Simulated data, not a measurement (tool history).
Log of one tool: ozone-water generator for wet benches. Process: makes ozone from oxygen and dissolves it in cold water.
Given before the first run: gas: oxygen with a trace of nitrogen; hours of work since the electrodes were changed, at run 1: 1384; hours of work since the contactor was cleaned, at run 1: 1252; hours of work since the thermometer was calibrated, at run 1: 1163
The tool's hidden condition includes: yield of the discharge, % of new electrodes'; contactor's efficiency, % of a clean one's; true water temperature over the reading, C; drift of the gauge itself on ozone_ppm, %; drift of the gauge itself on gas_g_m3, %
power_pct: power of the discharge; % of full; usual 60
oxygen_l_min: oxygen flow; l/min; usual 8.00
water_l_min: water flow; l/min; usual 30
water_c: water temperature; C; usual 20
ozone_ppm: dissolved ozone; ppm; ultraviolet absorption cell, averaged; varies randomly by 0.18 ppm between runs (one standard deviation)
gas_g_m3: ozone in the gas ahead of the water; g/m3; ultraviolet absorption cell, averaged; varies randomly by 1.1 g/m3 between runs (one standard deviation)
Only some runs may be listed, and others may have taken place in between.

run    hour  power_pct  oxygen_l_min  water_l_min  water_c  hours of work since the electrodes were changed  hours of work since the contactor was cleaned  hours of work since the thermometer was calibrated  ozone_ppm  gas_g_m3
  1     0.0         60          8.00           30       20                                             1384                                           1252                                                1163       22.8     195.4
  2    52.8         60          8.00           30       20                                             1433                                           1301                                                1213       22.6     198.3
  3   139.0         60          8.00           30       20                                             1513                                           1381                                                1293       22.7     196.1
  4   182.5         60         10.74           30       20                                             1554                                           1421                                                1333       23.0     172.2
  5   279.9         60         10.74           30       20                                             1644                                           1512                                                1424       23.0     173.3
  6   360.7         57          8.00           30       20                                             1719                                           1587                                                1499       21.6     185.2
  7   413.4         57          8.00           30       20                                             1768                                           1636                                                1548       21.5     187.3
  8   514.0         60          8.00           24       20                                             1862                                           1729                                                1641       26.8     195.0
  9   559.1         60          8.00           30       20                                             1904                                           1771                                                1683       22.0     191.0
      581.2  -- contactor cleaned
 10   629.6         60          8.00           30       20                                             1966                                             45                                                1745       22.2     193.8
 11   716.1         58          8.00           33       20                                             2046                                            125                                                1825       20.1     186.3
 12   762.5         58          8.00           33       20                                             2089                                            168                                                1868       19.9     187.6
 13   824.4         60          8.00           22       20                                             2147                                            226                                                1926       28.0     188.8
 14   888.8         60          5.33           30       16                                             2206                                            286                                                1986       21.7     223.8
 15   990.8         60          5.33           30       27                                             2301                                            381                                                2081       18.8     222.6
 16  1037.0         73         10.03           26       14                                             2344                                            424                                                2124       32.3     200.8
 17  1096.0         60          8.00           28       20                                             2399                                            478                                                2178       23.2     187.8
 18  1160.2         50          8.00           30       19                                             2459                                            538                                                2238       19.7     162.5
 19  1257.2         50          8.00           30       19                                             2549                                            628                                                2328       19.4     161.9

What if the next run were any one of these 5? Each begins from the tool's condition after run 19:
  A  1343.9         60          6.29           30       20                                             2629                                            709                                                2409          ?         ?
  B  1343.9         58          8.00           26       13                                             2629                                            709                                                2409          ?         ?
  C  1343.9         86          8.00           41       23                                             2629                                            709                                                2409          ?         ?
  D  1343.9         47          8.53           30       17                                             2629                                            709                                                2409          ?         ?
  E  1343.9         59          8.00           35       19                                             2629                                            709                                                2409          ?         ?

run  ozone_ppm  gas_g_m3
  A       21.0     206.5
  B       26.1     180.7
  C       20.9     247.5
  D       19.2     150.4
  E       18.8     182.3
Had the tool no hidden state, the same runs would have come out as:
run  ozone_ppm  gas_g_m3
  A       23.2     227.0
  B       28.8     198.2
  C       23.9     280.6
  D       20.8     162.0
  E       20.8     200.2

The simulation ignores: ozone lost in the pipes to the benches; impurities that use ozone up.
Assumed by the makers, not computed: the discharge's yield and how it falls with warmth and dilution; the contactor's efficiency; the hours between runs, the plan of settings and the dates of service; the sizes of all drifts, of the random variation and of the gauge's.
